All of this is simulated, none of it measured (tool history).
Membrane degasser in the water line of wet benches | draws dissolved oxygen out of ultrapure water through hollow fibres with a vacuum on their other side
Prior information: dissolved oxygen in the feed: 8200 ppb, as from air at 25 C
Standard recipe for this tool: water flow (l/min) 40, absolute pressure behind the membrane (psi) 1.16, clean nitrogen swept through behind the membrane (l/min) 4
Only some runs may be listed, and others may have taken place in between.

run	day	water flow (l/min)	absolute pressure behind the membrane (psi)	clean nitrogen swept through behind the membrane (l/min)	dissolved oxygen in the water behind the degasser (ppb)	pressure that the water loses in the fibres (psi)
1	0	40	1.16	4	306.9	8.124
2	2.45	40	1.16	4	306.1	8.16
3	5.983	40	1.16	4	304.7	8.147
4	9.721	40	1.16	4	307.6	8.2
5	11.712	40	2.091	4	449.7	8.209
6	14.142	40	2.091	4	447.1	8.192
7	17.288	40	2.091	4	441.4	8.187
8	19.454	40	2.091	4	448.2	8.186
9	22.45	40	2.091	4	444.5	8.228
10	25.462	40	2.091	4	445.6	8.231
11	27.788	40	2.091	4	445.6	8.221
12	31.262	40	2.091	4	444.3	8.266
13	34.979	50	2.207	4	581.2	10.302
14	37.438	53	2.231	2.39	806.9	10.949
15	39.312	64	1.16	4	492.9	13.122
16	41.579	64	1.16	4	499.9	13.217
17	43.954	40	0.893	3.86	265.6	8.219
18	46.117	40	0.893	3.86	265.5	8.158
19	49.042	58	1.16	11.24	371.2	11.918
20	51.412	58	1.16	11.24	366.1	11.97

Alternative continuations, all from the tool just after run 20; predict every row:
A	54.175	54	0.869	3.51	?	?
B	54.175	58	2.554	3.54	?	?
C	54.175	58	1.16	4.78	?	?
D	54.175	58	2.614	11.24	?	?

run	dissolved oxygen in the water behind the degasser (ppb)	pressure that the water loses in the fibres (psi)
A	374.5	11.12
B	786.8	11.893
C	434.2	11.964
D	479	11.974
Without the tool's unlogged condition, the same runs would have read:
run	dissolved oxygen in the water behind the degasser (ppb)	pressure that the water loses in the fibres (psi)
A	352	10.866
B	764.2	11.622
C	410.7	11.693
D	456.2	11.702
